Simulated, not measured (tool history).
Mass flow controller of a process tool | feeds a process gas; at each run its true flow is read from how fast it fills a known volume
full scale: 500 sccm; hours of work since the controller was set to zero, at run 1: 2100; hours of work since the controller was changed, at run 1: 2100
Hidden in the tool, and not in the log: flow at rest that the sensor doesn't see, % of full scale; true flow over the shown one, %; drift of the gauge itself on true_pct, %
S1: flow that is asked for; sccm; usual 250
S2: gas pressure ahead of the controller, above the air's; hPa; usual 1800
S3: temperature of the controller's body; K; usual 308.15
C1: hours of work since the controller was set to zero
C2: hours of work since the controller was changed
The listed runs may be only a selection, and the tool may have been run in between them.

{"run": 1, "day": 0.0, "S1": 250, "S2": 1800, "S3": 308.15, "C1": 2100, "C2": 2100, "true flow (%)": 98.41}
{"run": 2, "day": 12.275, "S1": 250, "S2": 1800, "S3": 308.15, "C1": 2201, "C2": 2201, "true flow (%)": 98.34}
{"run": 3, "day": 24.279, "S1": 250, "S2": 2390, "S3": 308.15, "C1": 2300, "C2": 2300, "true flow (%)": 98.63}
{"run": 4, "day": 38.921, "S1": 250, "S2": 2390, "S3": 308.15, "C1": 2420, "C2": 2420, "true flow (%)": 98.77}
{"run": 5, "day": 51.292, "S1": 250, "S2": 1980, "S3": 308.15, "C1": 2522, "C2": 2522, "true flow (%)": 98.43}
{"run": 6, "day": 59.496, "S1": 143, "S2": 1800, "S3": 308.15, "C1": 2589, "C2": 2589, "true flow (%)": 97.47}
{"run": 7, "day": 66.775, "S1": 143, "S2": 1800, "S3": 308.15, "C1": 2649, "C2": 2649, "true flow (%)": 97.46}
{"run": 8, "day": 82.562, "S1": 250, "S2": 1800, "S3": 308.15, "C1": 2778, "C2": 2778, "true flow (%)": 98.12}
{"run": 9, "day": 92.567, "S1": 142, "S2": 1800, "S3": 308.15, "C1": 2861, "C2": 2861, "true flow (%)": 97.41}
{"run": 10, "day": 107.725, "S1": 250, "S2": 1800, "S3": 308.15, "C1": 2985, "C2": 2985, "true flow (%)": 98.04}
{"run": 11, "day": 118.217, "S1": 250, "S2": 1800, "S3": 308.15, "C1": 3071, "C2": 3071, "true flow (%)": 97.95}
{"run": 12, "day": 125.717, "S1": 250, "S2": 2450, "S3": 308.15, "C1": 3133, "C2": 3133, "true flow (%)": 98.35}
{"run": 13, "day": 132.488, "S1": 250, "S2": 2450, "S3": 308.15, "C1": 3188, "C2": 3188, "true flow (%)": 98.23}
{"run": 14, "day": 142.554, "S1": 250, "S2": 1800, "S3": 308.15, "C1": 3271, "C2": 3271, "true flow (%)": 97.85}
{"run": 15, "day": 149.767, "S1": 250, "S2": 1800, "S3": 308.15, "C1": 3330, "C2": 3330, "true flow (%)": 97.84}
{"run": 16, "day": 162.783, "S1": 250, "S2": 1800, "S3": 308.15, "C1": 3437, "C2": 3437, "true flow (%)": 97.78}
{"run": 17, "day": 175.417, "S1": 80, "S2": 2680, "S3": 308.15, "C1": 3541, "C2": 3541, "true flow (%)": 97.08}
{"run": 18, "day": 182.388, "S1": 62, "S2": 1800, "S3": 309.15, "C1": 3598, "C2": 3598, "true flow (%)": 96.35}
{"run": 19, "day": 191.9, "S1": 250, "S2": 2570, "S3": 308.15, "C1": 3676, "C2": 3676, "true flow (%)": 98.17}
{"run": 20, "day": 204.608, "S1": 59, "S2": 1800, "S3": 308.15, "C1": 3781, "C2": 3781, "true flow (%)": 96.4}
{"run": 21, "day": 218.808, "S1": 127, "S2": 1800, "S3": 309.15, "C1": 3897, "C2": 3897, "true flow (%)": 96.75}
{"run": 22, "day": 227.158, "S1": 161, "S2": 2030, "S3": 305.15, "C1": 3966, "C2": 3966, "true flow (%)": 97.04}
{"run": 23, "day": 238.196, "S1": 149, "S2": 1990, "S3": 300.15, "C1": 4056, "C2": 4056, "true flow (%)": 96.72}
{"run": 24, "day": 250.825, "S1": 87, "S2": 1800, "S3": 302.15, "C1": 4160, "C2": 4160, "true flow (%)": 96.23}
{"run": 25, "day": 263.321, "S1": 87, "S2": 2750, "S3": 303.15, "C1": 4263, "C2": 4263, "true flow (%)": 96.7}
{"run": 26, "day": 278.783, "S1": 200, "S2": 2260, "S3": 295.15, "C1": 4390, "C2": 4390, "true flow (%)": 96.99}
{"run": 27, "day": 286.946, "S1": 200, "S2": 2260, "S3": 295.15, "C1": 4457, "C2": 4457, "true flow (%)": 96.86}
{"run": 28, "day": 301.15, "S1": 200, "S2": 2260, "S3": 312.15, "C1": 4573, "C2": 4573, "true flow (%)": 97.28}
{"run": 29, "day": 315.467, "S1": 77, "S2": 1470, "S3": 294.15, "C1": 4691, "C2": 4691, "true flow (%)": 95.4}
{"run": 30, "day": 331.388, "S1": 93, "S2": 1800, "S3": 300.15, "C1": 4822, "C2": 4822, "true flow (%)": 96.02}
{"run": 31, "day": 342.767, "S1": 250, "S2": 2050, "S3": 311.15, "C1": 4915, "C2": 4915, "true flow (%)": 97.39}
{"run": 32, "day": 357.05, "S1": 299, "S2": 1880, "S3": 297.15, "C1": 5032, "C2": 5032, "true flow (%)": 97.28}

Here are 5 independent what-if runs from the current tool condition. What would each one return?
{"run": "A", "day": 366.396, "S1": 499, "S2": 2130, "S3": 308.15, "C1": 5109, "C2": 5109, "true flow (%)": "?"}
{"run": "B", "day": 366.396, "S1": 63, "S2": 2310, "S3": 294.15, "C1": 5109, "C2": 5109, "true flow (%)": "?"}
{"run": "C", "day": 366.396, "S1": 75, "S2": 1960, "S3": 296.15, "C1": 5109, "C2": 5109, "true flow (%)": "?"}
{"run": "D", "day": 366.396, "S1": 432, "S2": 1880, "S3": 302.15, "C1": 5109, "C2": 5109, "true flow (%)": "?"}
{"run": "E", "day": 366.396, "S1": 250, "S2": 1800, "S3": 296.15, "C1": 5109, "C2": 5109, "true flow (%)": "?"}

run=A true_flow_(%)=99.05
run=B true_flow_(%)=95.64
run=C true_flow_(%)=95.46
run=D true_flow_(%)=98.27
run=E true_flow_(%)=96.86
Without the tool's unlogged condition, the same runs would have read:
run=A true_flow_(%)=100.39
run=B true_flow_(%)=97
run=C true_flow_(%)=96.81
run=D true_flow_(%)=99.61
run=E true_flow_(%)=98.19

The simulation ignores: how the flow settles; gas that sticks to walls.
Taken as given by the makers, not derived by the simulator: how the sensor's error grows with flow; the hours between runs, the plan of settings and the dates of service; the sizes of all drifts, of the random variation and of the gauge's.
